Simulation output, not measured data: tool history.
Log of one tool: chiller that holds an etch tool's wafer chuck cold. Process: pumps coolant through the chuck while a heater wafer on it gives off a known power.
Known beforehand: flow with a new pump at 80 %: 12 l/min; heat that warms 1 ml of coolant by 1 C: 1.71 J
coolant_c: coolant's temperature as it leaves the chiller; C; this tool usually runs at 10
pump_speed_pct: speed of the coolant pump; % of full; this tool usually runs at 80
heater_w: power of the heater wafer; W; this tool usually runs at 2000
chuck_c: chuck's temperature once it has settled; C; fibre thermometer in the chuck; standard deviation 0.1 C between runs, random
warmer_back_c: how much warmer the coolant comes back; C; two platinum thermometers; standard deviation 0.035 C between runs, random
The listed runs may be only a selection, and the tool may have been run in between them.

{"run": 1, "hour": 0.0, "coolant_c": 10, "pump_speed_pct": 80, "heater_w": 2000, "chuck_c": 24.2, "warmer_back_c": 5.84}
{"hour": 10.3, "done": "chiller's thermometer calibrated"}
{"run": 2, "hour": 79.4, "coolant_c": 10, "pump_speed_pct": 80, "heater_w": 2000, "chuck_c": 24.2, "warmer_back_c": 5.87}
{"run": 3, "hour": 121.2, "coolant_c": 10, "pump_speed_pct": 80, "heater_w": 2000, "chuck_c": 24.2, "warmer_back_c": 5.86}
{"run": 4, "hour": 159.7, "coolant_c": 10, "pump_speed_pct": 80, "heater_w": 2000, "chuck_c": 24.2, "warmer_back_c": 5.85}
{"run": 5, "hour": 215.7, "coolant_c": 10, "pump_speed_pct": 65, "heater_w": 2000, "chuck_c": 26.1, "warmer_back_c": 7.38}
{"run": 6, "hour": 277.4, "coolant_c": 6, "pump_speed_pct": 80, "heater_w": 2000, "chuck_c": 20.1, "warmer_back_c": 5.83}
{"run": 7, "hour": 336.5, "coolant_c": 6, "pump_speed_pct": 80, "heater_w": 2000, "chuck_c": 20.1, "warmer_back_c": 5.88}
{"run": 8, "hour": 371.1, "coolant_c": 6, "pump_speed_pct": 80, "heater_w": 2000, "chuck_c": 20.1, "warmer_back_c": 5.84}
{"run": 9, "hour": 407.0, "coolant_c": 6, "pump_speed_pct": 80, "heater_w": 2000, "chuck_c": 20.2, "warmer_back_c": 5.8}
{"run": 10, "hour": 482.4, "coolant_c": 10, "pump_speed_pct": 80, "heater_w": 2000, "chuck_c": 24, "warmer_back_c": 5.83}
{"run": 11, "hour": 534.3, "coolant_c": 10, "pump_speed_pct": 80, "heater_w": 2000, "chuck_c": 24.1, "warmer_back_c": 5.81}
{"run": 12, "hour": 575.2, "coolant_c": 10, "pump_speed_pct": 80, "heater_w": 2000, "chuck_c": 24, "warmer_back_c": 5.85}
{"run": 13, "hour": 655.8, "coolant_c": 10, "pump_speed_pct": 80, "heater_w": 2000, "chuck_c": 24.1, "warmer_back_c": 5.85}
{"run": 14, "hour": 698.8, "coolant_c": 10, "pump_speed_pct": 80, "heater_w": 2000, "chuck_c": 24, "warmer_back_c": 5.89}
{"run": 15, "hour": 772.5, "coolant_c": 10, "pump_speed_pct": 99, "heater_w": 2000, "chuck_c": 22.4, "warmer_back_c": 4.62}
{"run": 16, "hour": 833.1, "coolant_c": 10, "pump_speed_pct": 99, "heater_w": 2000, "chuck_c": 22.3, "warmer_back_c": 4.69}

Run 17, settings as shown, results not yet in. Your forecast:
{"run": 17, "hour": 876.5, "coolant_c": 6, "pump_speed_pct": 71, "heater_w": 2000, "chuck_c": "?", "warmer_back_c": "?"}

chuck_c: 21.2 C
warmer_back_c: 6.62 C
The same run, on a tool lacking any hidden state, would have yielded chuck_c 21.2 C, warmer_back_c 6.61 C.
